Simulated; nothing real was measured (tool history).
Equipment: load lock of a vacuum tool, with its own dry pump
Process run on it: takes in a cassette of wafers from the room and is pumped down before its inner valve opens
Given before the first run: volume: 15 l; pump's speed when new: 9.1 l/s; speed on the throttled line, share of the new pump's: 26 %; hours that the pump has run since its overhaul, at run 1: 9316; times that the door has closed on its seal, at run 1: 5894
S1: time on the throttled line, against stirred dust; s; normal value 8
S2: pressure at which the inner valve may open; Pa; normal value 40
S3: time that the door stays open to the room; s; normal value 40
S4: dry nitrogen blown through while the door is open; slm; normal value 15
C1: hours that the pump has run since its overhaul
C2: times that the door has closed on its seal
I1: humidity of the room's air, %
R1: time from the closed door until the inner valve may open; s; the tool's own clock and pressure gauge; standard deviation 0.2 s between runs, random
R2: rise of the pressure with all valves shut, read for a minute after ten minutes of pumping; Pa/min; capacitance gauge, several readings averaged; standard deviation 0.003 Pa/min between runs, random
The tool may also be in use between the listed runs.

run	day	S1	S2	S3	S4	C1	C2	I1	R1	R2
1	0.000	8	40	40	15	9316	5894	40.9	20.0	0.119
2	4.654	8	40	79	15	9428	6379	47.7	19.5	0.151
3	13.450	8	40	40	15	9639	7294	44.7	20.3	0.147
4	22.708	8	40	190	15	9861	8257	43.5	20.2	0.216
5	32.217	8	40	190	15	10090	9246	45.6	20.3	0.241
6	41.517	8	40	190	15	10313	10214	42.9	20.2	0.248
7	48.162	8	40	190	15	10472	10906	44.3	20.2	0.273
8	53.558	8	40	190	15	10602	11467	44.1	19.8	0.289
9	61.096	8	40	190	15	10783	12252	45.6	20.4	0.301
10	68.542	8	40	190	15	10961	13026	45.3	20.0	0.328
11	77.042	8	40	40	10	11165	13911	44.0	20.3	0.304
12	83.479	8	40	40	34	11320	14581	46.0	20.1	0.309
13	90.533	8	40	40	16	11489	15315	46.8	20.3	0.353
14	94.696	8	40	40	44	11589	15748	43.4	20.5	0.340
15	98.921	4	50	26	10	11690	16188	45.7	16.7	0.366
16	104.417	4	74	94	7	11822	16760	46.8	16.3	0.435
17	112.929	7	74	202	7	12027	17645	43.9	18.8	0.499
18	118.946	7	74	202	7	12171	18272	45.7	18.5	0.541
19	124.950	11	56	40	15	12315	18896	46.2	21.5	0.458
20	131.196	14	30	29	36	12465	19546	46.0	25.1	0.478
21	139.829	14	30	29	36	12672	20445	42.7	24.9	0.500
22	147.188	5	30	29	24	12849	21210	45.3	18.8	0.532
23	153.717	5	30	29	24	13006	21890	44.4	19.1	0.569
24	161.171	7	76	108	11	13184	22665	45.2	18.5	0.649
25	170.671	11	31	30	18	13412	23654	43.8	23.0	0.640
26	176.088	11	31	30	18	13542	24218	41.8	22.9	0.665
27	182.929	8	40	126	6	13707	24930	41.2	20.4	0.752

For each run, the measured value with the value that run would have given without the tool's hidden condition subtracted. The run-to-run variation is shared by both, the gauge scatter possibly not:
The hidden state here: pump's speed, % of a new pump's; leak at the door's seal, Pa l/s; drift of the gauge itself on ready_s, %; drift of the gauge itself on rise_pa_min, %.
run	R1	R2
1	+1.1	+0.079
2	+1.1	+0.087
3	+1.1	+0.102
4	+1.2	+0.122
5	+1.2	+0.141
6	+1.2	+0.162
7	+1.3	+0.179
8	+1.3	+0.194
9	+1.2	+0.210
10	+1.3	+0.231
11	+1.4	+0.251
12	+1.4	+0.273
13	+1.3	+0.307
14	+1.4	+0.314
15	+1.4	+0.323
16	+1.4	+0.344
17	+1.3	+0.373
18	+1.4	+0.403
19	+1.2	+0.408
20	+1.4	+0.450
21	+1.4	+0.476
22	+1.7	+0.504
23	+1.8	+0.538
24	+1.4	+0.568
25	+1.6	+0.604
26	+1.5	+0.636
27	+1.6	+0.653

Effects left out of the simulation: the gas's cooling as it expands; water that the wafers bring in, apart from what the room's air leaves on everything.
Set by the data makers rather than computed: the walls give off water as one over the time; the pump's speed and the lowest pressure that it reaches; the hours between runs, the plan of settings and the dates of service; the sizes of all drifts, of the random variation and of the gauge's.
